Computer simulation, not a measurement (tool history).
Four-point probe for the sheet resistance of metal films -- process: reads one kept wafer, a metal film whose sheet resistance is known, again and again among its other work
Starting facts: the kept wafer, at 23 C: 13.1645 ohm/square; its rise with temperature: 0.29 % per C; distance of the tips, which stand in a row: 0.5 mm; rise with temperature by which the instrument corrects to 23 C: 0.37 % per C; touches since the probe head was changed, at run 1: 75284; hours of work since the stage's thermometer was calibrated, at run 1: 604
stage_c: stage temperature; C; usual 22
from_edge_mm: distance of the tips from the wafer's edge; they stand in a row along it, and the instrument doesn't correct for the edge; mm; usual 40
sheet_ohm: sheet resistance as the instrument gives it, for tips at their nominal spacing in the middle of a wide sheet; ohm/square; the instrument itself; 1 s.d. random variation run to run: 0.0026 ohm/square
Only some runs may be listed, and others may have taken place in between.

| run | hour | stage_c | from_edge_mm | touches since the probe head was changed | hours of work since the stage's thermometer was calibrated | sheet_ohm |
|---|---|---|---|---|---|---|
| 1 | 0 | 22 | 40 | 75284 | 604 | 13.115027 |
| 2 | 16.5 | 22 | 40 | 75996 | 613 | 13.116036 |
| 3 | 47.1 | 19 | 40 | 77323 | 630 | 13.142681 |
| 4 | 65.5 | 19 | 40 | 78118 | 640 | 13.143518 |
| 5 | 83.6 | 22 | 40 | 78901 | 650 | 13.1124 |
| 6 | 113.2 | 22 | 40 | 80183 | 666 | 13.108436 |
|  | 116.6 | stage's thermometer calibrated |
| 7 | 142.9 | 22 | 11 | 81444 | 15 | 13.127962 |
| 8 | 174.9 | 22 | 11 | 82830 | 32 | 13.123164 |
|  | 182.3 | stage's thermometer calibrated, once more |
| 9 | 199.6 | 27 | 17 | 83876 | 10 | 13.048928 |
| 10 | 217 | 27 | 17 | 84628 | 19 | 13.052387 |
| 11 | 234.8 | 27 | 17 | 85397 | 29 | 13.051294 |
| 12 | 257.5 | 22 | 5 | 86379 | 42 | 13.167527 |
| 13 | 291.4 | 25 | 74 | 87848 | 61 | 13.063905 |
| 14 | 317.8 | 23 | 74 | 88988 | 75 | 13.080696 |
| 15 | 346.9 | 24 | 60 | 90250 | 91 | 13.071886 |
| 16 | 374.1 | 22 | 7 | 91427 | 107 | 13.128242 |

Consider 4 possible next runs. They are alternatives, not a sequence: every one starts from the tool as it was left by run 16. What does each give?
| A | 391.9 | 34 | 7 | 92196 | 116 | ? |
| B | 391.9 | 22 | 32 | 92196 | 116 | ? |
| C | 391.9 | 19 | 7 | 92196 | 116 | ? |
| D | 391.9 | 22 | 17 | 92196 | 116 | ? |

| run | sheet_ohm |
|---|---|
| A | 12.99811 |
| B | 13.090048 |
| C | 13.159255 |
| D | 13.099158 |
Stripped of hidden state, with their random variation kept, the same runs would have yielded:
| run | sheet_ohm |
|---|---|
| A | 13.080991 |
| B | 13.173441 |
| C | 13.243048 |
| D | 13.182607 |

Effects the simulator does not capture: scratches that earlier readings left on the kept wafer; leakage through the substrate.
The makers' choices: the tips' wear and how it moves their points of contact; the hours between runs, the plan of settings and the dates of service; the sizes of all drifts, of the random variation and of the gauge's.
